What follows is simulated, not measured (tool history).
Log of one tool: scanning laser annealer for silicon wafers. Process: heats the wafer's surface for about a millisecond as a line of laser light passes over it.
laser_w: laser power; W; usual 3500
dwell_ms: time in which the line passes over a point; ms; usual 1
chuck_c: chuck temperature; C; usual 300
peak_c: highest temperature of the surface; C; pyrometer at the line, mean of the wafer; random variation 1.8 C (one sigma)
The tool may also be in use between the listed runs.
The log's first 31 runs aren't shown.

run      day  laser_w  dwell_ms  chuck_c  peak_c
 32   85.492     3137      0.88      265     874
 33   89.258     3137      0.88      265     875
 34   92.842     3656         1      300    1085
 35     96.7     3656      0.85      340    1064
      99.404  -- window over the wafer cleaned
 36   99.892     3626      0.83      281     985
 37  101.762     3336         1      291     992
 38  105.738     3336         1      336    1037
 39  109.233     3629      1.12      274    1099
 40  112.596     3296      1.12      318    1050

Forecast each of these 3 alternatives for the next run:
  A  116.371     3201      1.22      318       ?
  B  116.371     3680      1.15      300       ?
  C  116.371     3467      0.92      320       ?

run  peak_c
  A    1058
  B    1146
  C    1023
Without the tool's hidden state the same runs would have given:
run  peak_c
  A    1060
  B    1147
  C    1024
